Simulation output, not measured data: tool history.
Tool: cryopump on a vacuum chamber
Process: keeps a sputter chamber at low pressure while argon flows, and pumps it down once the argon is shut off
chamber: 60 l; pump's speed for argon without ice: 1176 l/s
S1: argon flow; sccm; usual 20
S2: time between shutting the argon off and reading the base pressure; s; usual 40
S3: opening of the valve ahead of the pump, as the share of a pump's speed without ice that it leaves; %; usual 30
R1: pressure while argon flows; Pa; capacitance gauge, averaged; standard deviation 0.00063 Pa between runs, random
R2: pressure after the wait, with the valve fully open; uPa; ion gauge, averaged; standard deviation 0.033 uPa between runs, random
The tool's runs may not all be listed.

run,hour,S1,S2,S3,R1,R2
1,0.0,20,40,30,0.0988,2.95
2,103.4,20,22,30,0.1004,4.18
3,170.2,20,22,30,0.1013,4.17
4,242.2,20,40,19,0.1567,2.94
5,330.6,30,40,30,0.1555,3.11
6,379.4,20,40,17,0.1764,3.11
7,453.7,20,40,30,0.1026,3.26
8,544.4,20,40,47,0.0701,3.39
9,638.9,20,40,47,0.0693,3.31
10,706.1,20,40,48,0.0701,3.32
11,755.5,20,40,48,0.0696,3.51
12,817.8,20,40,48,0.0704,3.57
13,882.5,20,151,30,0.1086,2.50
14,968.0,18,87,30,0.0977,2.88
# hour 978.2: pump warmed up, emptied and cooled again
15,1023.3,39,43,29,0.1935,2.96
16,1126.2,16,196,18,0.1290,1.91

The next listed run, before its measurement:
17,1217.3,9,258,23,?,?

{"run 17": {"R1": 0.0575, "R2": 1.87}}
Take away the tool's hidden state, keep the run-to-run variation as it was, and the same run would have given R1 0.0567 Pa, R2 0.48 uPa.
